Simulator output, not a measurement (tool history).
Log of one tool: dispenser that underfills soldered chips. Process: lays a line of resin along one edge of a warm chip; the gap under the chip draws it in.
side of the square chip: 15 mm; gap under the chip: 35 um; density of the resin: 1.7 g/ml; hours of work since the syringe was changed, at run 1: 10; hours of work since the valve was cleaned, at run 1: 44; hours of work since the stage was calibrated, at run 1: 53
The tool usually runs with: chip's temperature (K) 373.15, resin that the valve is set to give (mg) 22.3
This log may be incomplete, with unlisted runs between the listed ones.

| run | hour | chip's temperature (K) | resin that the valve is set to give (mg) | hours of work since the syringe was changed | hours of work since the valve was cleaned | hours of work since the stage was calibrated | time until the resin shows at the far edge (s) | resin that the valve gave (mg) |
|---|---|---|---|---|---|---|---|---|
| 1 | 0 | 373.15 | 22.3 | 10 | 44 | 53 | 858.7 | 21.72 |
|  | 1.3 | new syringe of resin |
| 2 | 7.4 | 373.15 | 22.3 | 4 | 48 | 57 | 535.5 | 21.49 |
| 3 | 13.2 | 373.15 | 22.3 | 7 | 52 | 61 | 693.3 | 21.35 |
|  | 18.8 | new syringe of resin |
| 4 | 19.7 | 373.15 | 22.3 | 1 | 55 | 64 | 398.6 | 21.29 |
| 5 | 23.5 | 373.15 | 22.3 | 3 | 58 | 67 | 481.3 | 21.37 |
| 6 | 30.6 | 373.15 | 23.8 | 7 | 62 | 71 | 678.9 | 22.8 |
| 7 | 35.2 | 378.15 | 22.3 | 10 | 65 | 74 | 685 | 21.29 |
|  | 36.2 | new syringe of resin |
| 8 | 42.2 | 382.15 | 22.6 | 4 | 69 | 78 | 362 | 21.39 |
| 9 | 49.1 | 373.15 | 24.4 | 8 | 73 | 82 | 731.6 | 23.04 |
|  | 53.5 | new syringe of resin |
| 10 | 56.2 | 377.15 | 27.8 | 2 | 77 | 86 | 375 | 26.24 |
| 11 | 60 | 377.15 | 27.8 | 4 | 80 | 89 | 448.2 | 26.14 |
| 12 | 67.1 | 360.15 | 27.8 | 8 | 84 | 93 | 1369.5 | 25.98 |
|  | 71.1 | new syringe of resin |
| 13 | 74.5 | 367.15 | 24 | 2 | 88 | 98 | 604.1 | 22.45 |
| 14 | 79.8 | 375.15 | 22.7 | 5 | 92 | 101 | 568.1 | 21.17 |

Alternative continuations, all from the tool just after run 14; predict every row:
| A | 82.9 | 385.15 | 23 | 7 | 94 | 103 | ? | ? |
| B | 82.9 | 372.15 | 22.3 | 7 | 94 | 103 | ? | ? |
| C | 82.9 | 375.15 | 21.4 | 7 | 94 | 103 | ? | ? |

| run | time until the resin shows at the far edge (s) | resin that the valve gave (mg) |
|---|---|---|
| A | 432.3 | 21.68 |
| B | 740.8 | 20.81 |
| C | 650.7 | 19.98 |
What these runs would have given with no unlogged condition in the tool:
| run | time until the resin shows at the far edge (s) | resin that the valve gave (mg) |
|---|---|---|
| A | 231.8 | 23.24 |
| B | 395.6 | 22.31 |
| C | 347 | 21.43 |

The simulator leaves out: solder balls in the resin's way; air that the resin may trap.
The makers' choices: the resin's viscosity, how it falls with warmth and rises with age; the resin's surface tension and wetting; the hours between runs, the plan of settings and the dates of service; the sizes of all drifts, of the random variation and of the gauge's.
